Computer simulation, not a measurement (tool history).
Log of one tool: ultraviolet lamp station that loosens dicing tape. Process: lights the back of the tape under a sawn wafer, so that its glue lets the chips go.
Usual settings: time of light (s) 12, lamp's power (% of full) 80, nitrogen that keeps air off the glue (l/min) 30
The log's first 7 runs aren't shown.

| run | day | time of light (s) | lamp's power (% of full) | nitrogen that keeps air off the glue (l/min) | force that peels the tape off (N) | light that reached the tape (J/m2) |
|---|---|---|---|---|---|---|
| 8 | 21.508 | 12 | 88 | 30 | 0.592 | 1710 |
| 9 | 23.500 | 12 | 88 | 30 | 0.586 | 1630 |
| 10 | 25.075 | 12 | 88 | 30 | 0.615 | 1580 |
| 11 | 26.633 | 12 | 80 | 30 | 0.714 | 1410 |
|  | 28.854 | lamp changed |
| 12 | 30.142 | 24 | 80 | 30 | 0.146 | 4790 |
| 13 | 32.508 | 24 | 80 | 30 | 0.145 | 4670 |
| 14 | 36.042 | 24 | 80 | 30 | 0.140 | 4500 |
| 15 | 38.042 | 24 | 80 | 30 | 0.143 | 4450 |
|  | 40.525 | window cleaned of glue's vapour |
| 16 | 40.904 | 24 | 80 | 30 | 0.141 | 4490 |
| 17 | 42.979 | 12 | 60 | 30 | 0.602 | 1660 |
| 18 | 46.475 | 12 | 60 | 30 | 0.634 | 1610 |
| 19 | 50.071 | 12 | 60 | 30 | 0.656 | 1490 |
| 20 | 52.712 | 20 | 80 | 30 | 0.195 | 3270 |
| 21 | 55.058 | 17 | 74 | 12 | 0.489 | 2540 |
| 22 | 57.388 | 14 | 66 | 37 | 0.495 | 1790 |
| 23 | 60.808 | 22 | 72 | 14 | 0.348 | 2950 |
| 24 | 62.500 | 22 | 60 | 10 | 0.561 | 2420 |
|  | 65.942 | window cleaned of glue's vapour |
| 25 | 66.100 | 17 | 60 | 10 | 0.801 | 1860 |
| 26 | 68.238 | 17 | 60 | 10 | 0.809 | 1790 |
| 27 | 70.596 | 17 | 60 | 10 | 0.828 | 1770 |
| 28 | 72.312 | 12 | 95 | 30 | 0.478 | 1910 |
| 29 | 75.721 | 7 | 81 | 44 | 1.120 | 900 |
| 30 | 77.688 | 12 | 80 | 43 | 0.591 | 1520 |
| 31 | 79.254 | 6 | 89 | 9 | 1.708 | 830 |
|  | 79.862 | lamp changed |
| 32 | 81.921 | 12 | 75 | 12 | 0.589 | 2240 |

Forecast run 33:
| 33 | 84.329 | 6 | 80 | 36 | ? | ? |

{"run 33": {"force that peels the tape off (N)": 0.873, "light that reached the tape (J/m2)": 1170}}
Without the tool's hidden state the same run would have given force that peels the tape off (N) 0.789, light that reached the tape (J/m2) 1270.

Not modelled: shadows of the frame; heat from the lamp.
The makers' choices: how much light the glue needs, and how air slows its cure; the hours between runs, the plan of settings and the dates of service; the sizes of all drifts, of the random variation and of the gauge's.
